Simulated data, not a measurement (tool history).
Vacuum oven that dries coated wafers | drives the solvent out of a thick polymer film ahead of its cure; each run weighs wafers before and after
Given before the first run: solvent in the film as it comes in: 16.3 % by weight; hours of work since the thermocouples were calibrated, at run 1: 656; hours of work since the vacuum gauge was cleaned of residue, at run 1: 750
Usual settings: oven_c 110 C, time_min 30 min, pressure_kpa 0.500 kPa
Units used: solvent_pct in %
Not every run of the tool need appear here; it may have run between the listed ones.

run	hour	oven_c	time_min	pressure_kpa	hours of work since the thermocouples were calibrated	hours of work since the vacuum gauge was cleaned of residue	solvent_pct
1	0.0	110	30	0.500	656	750	3.27
2	43.9	110	33	0.500	678	772	2.71
3	75.3	110	30	0.431	694	788	3.22
4	116.3	110	30	0.500	714	809	3.28
5	173.8	110	30	0.500	743	838	3.24
6	233.6	110	30	0.500	774	868	3.29
7	295.8	110	30	0.500	805	900	3.33
8	342.6	110	30	0.500	829	923	3.43
9	378.1	110	30	0.255	847	941	3.26
10	432.4	110	30	0.255	874	969	3.33
11	472.2	106	30	0.500	894	989	4.63
12	506.3	110	30	0.500	911	1006	3.47
13	551.2	110	30	0.500	934	1029	3.36
14	581.9	110	30	0.500	950	1044	3.44
15	620.0	110	30	0.500	969	1064	3.43
16	673.2	110	30	0.500	996	1091	3.42
17	701.7	110	30	0.500	1010	1105	3.48
# hour 767.1: oven's thermocouples calibrated
18	767.9	110	34	0.500	0	1137	2.42
19	830.2	106	30	0.500	32	1169	4.13
20	888.8	110	30	0.270	62	1198	2.90
# hour 895.0: vacuum gauge cleaned of residue and calibrated
21	918.6	110	30	1.280	76	12	3.15
22	963.9	110	30	1.280	99	35	3.10
23	1019.4	110	30	1.280	127	63	3.00
24	1077.2	110	30	0.500	156	92	2.91
25	1106.4	98	25	0.502	171	107	7.46
26	1154.9	121	15	0.500	195	131	2.90
27	1191.7	107	32	0.335	214	150	3.55
28	1235.0	107	32	1.076	236	172	3.80
# hour 1247.7: vacuum gauge cleaned of residue and calibrated, once more
29	1279.8	110	30	0.628	258	16	3.01
30	1306.5	110	30	0.628	271	30	3.03
31	1358.1	110	30	0.628	297	56	3.04
32	1394.6	110	30	0.628	316	74	2.93
33	1424.7	110	30	0.628	331	89	3.12
34	1465.7	110	30	0.628	352	110	3.09
35	1526.2	110	30	0.555	382	141	3.05
36	1563.5	117	21	0.438	401	160	2.57
37	1593.2	117	21	0.438	416	175	2.60
38	1654.2	124	30	1.393	447	205	0.60
39	1695.7	124	30	1.393	468	226	0.61
40	1754.9	101	29	0.500	498	256	6.16
41	1784.0	123	46	0.500	512	271	0.16
42	1848.4	123	46	0.500	545	304	0.19
43	1895.7	123	46	0.500	569	328	0.17
44	1952.8	123	46	0.500	598	356	0.08
45	1981.4	123	46	0.500	612	371	0.21
46	2042.8	124	36	0.500	643	402	0.27
47	2076.3	124	36	0.500	660	419	0.36

Each row is a separate what-if for the run after 47, all from the same tool condition, not one after another. Results?
A	2138.0	95	49	0.403	691	450	?
B	2138.0	110	46	0.652	691	450	?
C	2138.0	107	30	0.520	691	450	?

run	solvent_pct
A	5.73
B	1.60
C	4.14
The same runs, with their run-to-run variation unchanged, on a tool lacking any hidden condition would have given:
run	solvent_pct
A	5.11
B	1.25
C	3.57
